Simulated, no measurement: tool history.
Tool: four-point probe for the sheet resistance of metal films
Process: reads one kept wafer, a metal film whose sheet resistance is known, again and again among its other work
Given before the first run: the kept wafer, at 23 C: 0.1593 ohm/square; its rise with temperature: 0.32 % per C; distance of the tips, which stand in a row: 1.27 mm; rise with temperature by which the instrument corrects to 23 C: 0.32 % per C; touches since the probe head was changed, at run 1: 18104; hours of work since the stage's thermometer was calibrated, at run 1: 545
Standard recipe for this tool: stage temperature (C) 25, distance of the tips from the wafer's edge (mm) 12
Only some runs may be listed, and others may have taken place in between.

run,hour,stage temperature (C),distance of the tips from the wafer's edge (mm),touches since the probe head was changed,hours of work since the stage's thermometer was calibrated,sheet resistance as the instrument gives it (ohm/square)
1,0,25,12,18104,545,0.160264
2,118.9,25,12,25102,626,0.160256
3,202,24,12,29993,682,0.160294
4,275.1,24,18,34297,731,0.159726
5,352.9,24,18,38876,784,0.15976
6,429,24,18,43353,835,0.159746
7,494.7,28,18,47222,880,0.159745
8,588.1,25,16,52718,943,0.159841
9,682.4,25,16,58267,1006,0.159922
10,774.8,24,12,63704,1069,0.16024
11,841.7,25,73,67641,1114,0.159376
12,918.7,25,73,72173,1166,0.159407
13,1023.4,25,73,78333,1237,0.159336
14,1129.8,25,73,84598,1309,0.15939
# hour 1177.4: new probe head fitted
15,1197.7,25,12,1198,1354,0.160224
16,1312.5,25,12,7952,1431,0.160284
17,1382.8,25,12,12087,1479,0.160304
18,1442.9,25,12,15628,1520,0.160304
19,1559.4,25,12,22481,1598,0.160262
20,1671.8,22,12,29099,1674,0.160272
21,1783.4,22,12,35663,1750,0.160293
22,1902.7,22,12,42688,1830,0.160302
23,1976.7,32,3,47044,1880,0.173215
24,2056.6,32,3,51747,1934,0.173211
25,2114,28,45,55125,1973,0.159374
26,2182.1,21,7,59131,2019,0.16209
27,2241.2,32,44,62612,2059,0.159419
28,2349.6,32,44,68989,2132,0.159417
29,2406.4,29,30,72332,2170,0.159478
30,2477.9,21,8,76538,2219,0.161455
31,2587.1,21,8,82964,2292,0.161434
# hour 2661.8: new probe head fitted
32,2663.8,25,39,118,2344,0.15941
33,2749.7,22,14,5174,2402,0.160031
34,2825.9,30,61,9659,2453,0.159359
35,2878.5,19,11,12754,2489,0.16043
36,2936.7,19,11,16179,2528,0.160431
37,3004.3,19,29,20158,2574,0.159437
38,3121.5,19,29,27057,2653,0.159458
39,3207.4,19,14,32111,2711,0.159994
40,3274.7,19,14,36073,2756,0.160021
41,3371.9,19,73,41792,2822,0.159297
# hour 3383.1: stage's thermometer calibrated
42,3433,19,73,45360,34,0.159332
43,3496.3,19,73,49082,76,0.159308
44,3568.9,19,73,53360,126,0.159351

3 options for the next run, each taken on its own from the tool as it stands now. Forecast them:
A,3660.4,25,6,58740,187,?
B,3660.4,24,54,58740,187,?
C,3660.4,34,20,58740,187,?

run,sheet resistance as the instrument gives it (ohm/square)
A,0.163076
B,0.159374
C,0.159732
Take away the tool's hidden state, keep each run's random variation, and the runs would have read:
run,sheet resistance as the instrument gives it (ohm/square)
A,0.163066
B,0.159363
C,0.159722
